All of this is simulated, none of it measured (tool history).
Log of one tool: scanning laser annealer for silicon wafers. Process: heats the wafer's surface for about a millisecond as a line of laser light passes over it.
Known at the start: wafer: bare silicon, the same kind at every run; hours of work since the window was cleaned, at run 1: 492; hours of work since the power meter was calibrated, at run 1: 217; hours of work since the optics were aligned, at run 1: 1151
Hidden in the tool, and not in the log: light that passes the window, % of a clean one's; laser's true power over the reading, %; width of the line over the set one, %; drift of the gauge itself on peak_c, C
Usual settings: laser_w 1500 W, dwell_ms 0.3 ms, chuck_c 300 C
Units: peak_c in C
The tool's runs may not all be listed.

run,hour,laser_w,dwell_ms,chuck_c,hours of work since the window was cleaned,hours of work since the power meter was calibrated,hours of work since the optics were aligned,peak_c
1,0,1500,0.3,300,492,217,1151,1119
2,22.2,1500,0.3,300,504,229,1163,1122
3,42.7,1500,0.3,300,514,239,1173,1119
4,59.2,1500,0.3,300,523,248,1182,1120
5,80.9,1500,0.3,300,534,259,1193,1118
6,96.3,1500,0.3,300,542,267,1201,1115
7,111.9,1500,0.3,300,550,275,1209,1120
8,136.7,1500,0.3,300,563,288,1221,1115
9,158.4,1500,0.3,300,574,299,1233,1118
10,190.1,1500,0.34,300,590,315,1249,1176
11,213.5,1500,0.34,300,602,327,1261,1176
12,227.1,1500,0.34,300,609,334,1268,1177
13,250.7,1303,0.3,300,621,346,1280,1003
14,281.2,1385,0.277,300,637,362,1296,1017
15,304.5,1554,0.325,301,649,374,1308,1179
16,326.2,1587,0.289,321,660,385,1319,1164
17,356.4,1638,0.339,295,676,401,1334,1254
18,370.7,1525,0.262,313,683,408,1342,1077
19,384.1,1525,0.262,313,690,415,1349,1078

Run 20 comes next. What will it give?
20,407.2,1527,0.3,300,702,427,1361,?

{"run 20": {"peak_c": 1126}}
Without the tool's hidden state the same run would have given peak_c 1163 C.

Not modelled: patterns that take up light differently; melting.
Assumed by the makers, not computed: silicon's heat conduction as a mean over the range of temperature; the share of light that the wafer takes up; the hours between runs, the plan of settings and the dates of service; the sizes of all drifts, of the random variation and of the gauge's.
